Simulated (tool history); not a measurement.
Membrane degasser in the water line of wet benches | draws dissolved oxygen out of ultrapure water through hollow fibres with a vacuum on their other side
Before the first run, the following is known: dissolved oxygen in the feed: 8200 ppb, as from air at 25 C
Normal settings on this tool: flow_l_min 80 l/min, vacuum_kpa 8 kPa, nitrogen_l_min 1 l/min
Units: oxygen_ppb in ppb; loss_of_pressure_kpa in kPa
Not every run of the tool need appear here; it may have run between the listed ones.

{"run": 1, "hour": 0.0, "flow_l_min": 80, "vacuum_kpa": 8, "nitrogen_l_min": 1, "oxygen_ppb": 619.1, "loss_of_pressure_kpa": 36.79}
{"run": 2, "hour": 137.5, "flow_l_min": 80, "vacuum_kpa": 8, "nitrogen_l_min": 1, "oxygen_ppb": 622.4, "loss_of_pressure_kpa": 37.6}
{"run": 3, "hour": 211.1, "flow_l_min": 80, "vacuum_kpa": 5.12, "nitrogen_l_min": 1, "oxygen_ppb": 263.2, "loss_of_pressure_kpa": 37.01}
{"run": 4, "hour": 268.3, "flow_l_min": 80, "vacuum_kpa": 8, "nitrogen_l_min": 1.07, "oxygen_ppb": 592, "loss_of_pressure_kpa": 36.86}
{"run": 5, "hour": 376.9, "flow_l_min": 80, "vacuum_kpa": 8, "nitrogen_l_min": 1, "oxygen_ppb": 617.5, "loss_of_pressure_kpa": 37.13}
{"run": 6, "hour": 506.2, "flow_l_min": 80, "vacuum_kpa": 8, "nitrogen_l_min": 1, "oxygen_ppb": 619.2, "loss_of_pressure_kpa": 36.8}
{"run": 7, "hour": 606.8, "flow_l_min": 80, "vacuum_kpa": 8, "nitrogen_l_min": 1, "oxygen_ppb": 616.9, "loss_of_pressure_kpa": 37.2}
{"run": 8, "hour": 712.4, "flow_l_min": 103, "vacuum_kpa": 8, "nitrogen_l_min": 1, "oxygen_ppb": 742.6, "loss_of_pressure_kpa": 47.25}
{"run": 9, "hour": 846.2, "flow_l_min": 103, "vacuum_kpa": 8, "nitrogen_l_min": 1, "oxygen_ppb": 741.4, "loss_of_pressure_kpa": 47.41}
{"run": 10, "hour": 959.7, "flow_l_min": 103, "vacuum_kpa": 8, "nitrogen_l_min": 1, "oxygen_ppb": 740, "loss_of_pressure_kpa": 47.74}
{"run": 11, "hour": 1065.9, "flow_l_min": 103, "vacuum_kpa": 8, "nitrogen_l_min": 1, "oxygen_ppb": 744, "loss_of_pressure_kpa": 47.63}
{"run": 12, "hour": 1202.9, "flow_l_min": 128, "vacuum_kpa": 8, "nitrogen_l_min": 1, "oxygen_ppb": 868.9, "loss_of_pressure_kpa": 59.34}
{"run": 13, "hour": 1313.3, "flow_l_min": 80, "vacuum_kpa": 8, "nitrogen_l_min": 1, "oxygen_ppb": 622.5, "loss_of_pressure_kpa": 36.97}
{"run": 14, "hour": 1402.1, "flow_l_min": 113, "vacuum_kpa": 8, "nitrogen_l_min": 1, "oxygen_ppb": 791.1, "loss_of_pressure_kpa": 52.05}
{"run": 15, "hour": 1517.2, "flow_l_min": 68, "vacuum_kpa": 8, "nitrogen_l_min": 1, "oxygen_ppb": 551.2, "loss_of_pressure_kpa": 30.91}
{"run": 16, "hour": 1629.3, "flow_l_min": 68, "vacuum_kpa": 8, "nitrogen_l_min": 1, "oxygen_ppb": 550.9, "loss_of_pressure_kpa": 31.48}
{"run": 17, "hour": 1763.4, "flow_l_min": 68, "vacuum_kpa": 8, "nitrogen_l_min": 1.69, "oxygen_ppb": 377.1, "loss_of_pressure_kpa": 31.38}
{"run": 18, "hour": 1831.5, "flow_l_min": 68, "vacuum_kpa": 8, "nitrogen_l_min": 1.69, "oxygen_ppb": 379.4, "loss_of_pressure_kpa": 31.26}
{"run": 19, "hour": 1920.7, "flow_l_min": 52, "vacuum_kpa": 6.04, "nitrogen_l_min": 0.4, "oxygen_ppb": 494.2, "loss_of_pressure_kpa": 23.89}
{"run": 20, "hour": 2042.5, "flow_l_min": 52, "vacuum_kpa": 6.04, "nitrogen_l_min": 0.4, "oxygen_ppb": 493.1, "loss_of_pressure_kpa": 23.96}
{"run": 21, "hour": 2144.9, "flow_l_min": 60, "vacuum_kpa": 6.39, "nitrogen_l_min": 0.42, "oxygen_ppb": 580.8, "loss_of_pressure_kpa": 27.49}
{"run": 22, "hour": 2222.4, "flow_l_min": 80, "vacuum_kpa": 17.41, "nitrogen_l_min": 1, "oxygen_ppb": 1635.9, "loss_of_pressure_kpa": 36.73}
{"run": 23, "hour": 2360.7, "flow_l_min": 118, "vacuum_kpa": 17.41, "nitrogen_l_min": 0.56, "oxygen_ppb": 2698.7, "loss_of_pressure_kpa": 54.41}
{"run": 24, "hour": 2444.8, "flow_l_min": 78, "vacuum_kpa": 7.47, "nitrogen_l_min": 0.56, "oxygen_ppb": 767.5, "loss_of_pressure_kpa": 35.96}
{"run": 25, "hour": 2559.0, "flow_l_min": 78, "vacuum_kpa": 7.47, "nitrogen_l_min": 0.56, "oxygen_ppb": 765.4, "loss_of_pressure_kpa": 36.31}
{"run": 26, "hour": 2689.2, "flow_l_min": 80, "vacuum_kpa": 10.51, "nitrogen_l_min": 0.97, "oxygen_ppb": 927.8, "loss_of_pressure_kpa": 37.29}
{"run": 27, "hour": 2776.7, "flow_l_min": 80, "vacuum_kpa": 10.51, "nitrogen_l_min": 0.97, "oxygen_ppb": 926.5, "loss_of_pressure_kpa": 36.91}
{"run": 28, "hour": 2873.5, "flow_l_min": 77, "vacuum_kpa": 19.07, "nitrogen_l_min": 1.49, "oxygen_ppb": 1352.5, "loss_of_pressure_kpa": 35.46}
{"run": 29, "hour": 2984.1, "flow_l_min": 59, "vacuum_kpa": 7.37, "nitrogen_l_min": 0.53, "oxygen_ppb": 655.8, "loss_of_pressure_kpa": 27.33}
{"run": 30, "hour": 3046.6, "flow_l_min": 59, "vacuum_kpa": 7.37, "nitrogen_l_min": 0.53, "oxygen_ppb": 654, "loss_of_pressure_kpa": 27.15}
{"run": 31, "hour": 3141.0, "flow_l_min": 59, "vacuum_kpa": 7.37, "nitrogen_l_min": 0.53, "oxygen_ppb": 653, "loss_of_pressure_kpa": 27.34}

The log once held 2 entries between its listed runs, left out of this copy. Where does each go, and what is different about the tool's unlogged condition between the listed run before it and the listed run after it?
Runs 4 to 5: vacuum gauge calibrated (hour 279.1)
  both runs share identical hidden conditions
Runs 11 to 12: seals of the vacuum lines changed (hour 1112.1)
  air that leaks in behind the membrane, l/min: 0.0021 -> 0.002
